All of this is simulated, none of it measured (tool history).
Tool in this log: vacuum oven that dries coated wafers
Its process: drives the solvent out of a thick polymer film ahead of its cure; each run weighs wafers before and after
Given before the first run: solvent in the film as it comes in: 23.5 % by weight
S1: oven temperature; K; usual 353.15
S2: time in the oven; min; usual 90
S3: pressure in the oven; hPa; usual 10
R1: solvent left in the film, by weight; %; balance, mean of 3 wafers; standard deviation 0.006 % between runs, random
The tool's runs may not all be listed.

run,day,S1,S2,S3,R1
1,0,353.15,90,10,0.917
2,2.529,344.15,90,10,2.89
3,6.358,344.15,90,10,2.867
4,10.554,353.15,90,10,0.914
5,13.704,353.15,90,20.8,1.339
6,17.538,367.15,90,10,0.26
7,20.633,353.15,90,10,0.908
8,24.271,353.15,90,10,0.905
# day 24.633: oven's thermocouples calibrated
9,26.558,353.15,90,10,0.829
10,31.208,353.15,90,7.6,0.754
11,35.154,353.15,156,10,0.475
12,39.683,348.15,90,10,1.575
13,44.404,348.15,90,10,1.562
# day 46.012: oven's thermocouples calibrated, once more
14,47.296,341.15,74,11.4,6.022
15,50.904,351.15,140,13.3,0.919
16,53.262,351.15,140,13.3,0.925
17,56.3,339.15,140,13.3,3.297
18,58.954,351.15,140,13.3,0.922
19,61.6,349.15,67,5.4,3.065

Predict each of these 5 candidate next runs independently; none follows another, all start after run 19:
A,64.358,340.15,80,11.5,?
B,64.358,362.15,118,15.7,?
C,64.358,356.15,46,9.8,?
D,64.358,352.15,90,10,?
E,64.358,350.15,67,5.4,?

run,R1
A,5.846
B,0.567
C,2.909
D,1.363
E,2.734
Take away the tool's hidden state, keep each run's random variation, and the runs would have read:
run,R1
A,5.673
B,0.482
C,2.806
D,1.239
E,2.605

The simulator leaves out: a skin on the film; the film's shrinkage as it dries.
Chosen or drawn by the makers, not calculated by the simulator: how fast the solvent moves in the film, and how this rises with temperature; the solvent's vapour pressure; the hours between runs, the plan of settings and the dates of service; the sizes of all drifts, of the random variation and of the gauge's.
